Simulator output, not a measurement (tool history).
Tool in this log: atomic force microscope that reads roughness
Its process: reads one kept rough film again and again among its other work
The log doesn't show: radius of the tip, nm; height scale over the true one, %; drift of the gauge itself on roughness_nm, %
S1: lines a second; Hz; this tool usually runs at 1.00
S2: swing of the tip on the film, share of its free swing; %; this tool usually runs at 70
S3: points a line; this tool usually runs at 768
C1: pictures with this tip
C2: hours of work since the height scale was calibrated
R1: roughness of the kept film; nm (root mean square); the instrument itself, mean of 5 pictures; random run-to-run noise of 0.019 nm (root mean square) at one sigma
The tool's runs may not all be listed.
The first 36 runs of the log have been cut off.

| run | hour | S1 | S2 | S3 | C1 | C2 | R1 |
|---|---|---|---|---|---|---|---|
|  | 1710.8 | new tip fitted |
| 37 | 1733.7 | 3.07 | 62 | 433 | 40 | 484 | 4.348 |
| 38 | 1794.9 | 1.00 | 60 | 596 | 148 | 526 | 4.728 |
| 39 | 1847.3 | 0.55 | 85 | 430 | 241 | 562 | 4.480 |
| 40 | 1898.2 | 0.55 | 85 | 430 | 331 | 597 | 4.480 |
|  | 1939.4 | new tip fitted |
| 41 | 1944.3 | 2.79 | 85 | 430 | 9 | 628 | 3.513 |
| 42 | 1984.3 | 2.79 | 85 | 430 | 80 | 655 | 3.483 |
| 43 | 2011.8 | 1.31 | 69 | 974 | 128 | 674 | 4.507 |
| 44 | 2058.3 | 1.31 | 69 | 974 | 211 | 706 | 4.537 |
| 45 | 2086.6 | 1.00 | 70 | 698 | 261 | 725 | 4.565 |
| 46 | 2132.7 | 2.37 | 70 | 929 | 342 | 757 | 4.220 |
|  | 2168.7 | new tip fitted |
| 47 | 2172.5 | 1.00 | 64 | 1010 | 6 | 784 | 4.685 |
| 48 | 2233.5 | 2.56 | 77 | 368 | 114 | 825 | 3.901 |
| 49 | 2278.1 | 1.16 | 70 | 611 | 193 | 856 | 4.535 |
| 50 | 2337.7 | 1.16 | 70 | 611 | 298 | 897 | 4.502 |
| 51 | 2366.6 | 1.16 | 70 | 611 | 349 | 916 | 4.524 |
|  | 2397.3 | new tip fitted |
| 52 | 2406.1 | 1.16 | 70 | 611 | 15 | 943 | 4.572 |

Branching from run 52: 3 alternative next runs. What would each branch give?
| A | 2434.4 | 0.93 | 70 | 768 | 65 | 962 | ? |
| B | 2434.4 | 1.93 | 89 | 768 | 65 | 962 | ? |
| C | 2434.4 | 1.81 | 70 | 768 | 65 | 962 | ? |

| run | R1 |
|---|---|
| A | 4.582 |
| B | 3.683 |
| C | 4.378 |
Had the tool no hidden state, the same runs would have come out as:
| run | R1 |
|---|---|
| A | 4.582 |
| B | 3.683 |
| C | 4.378 |
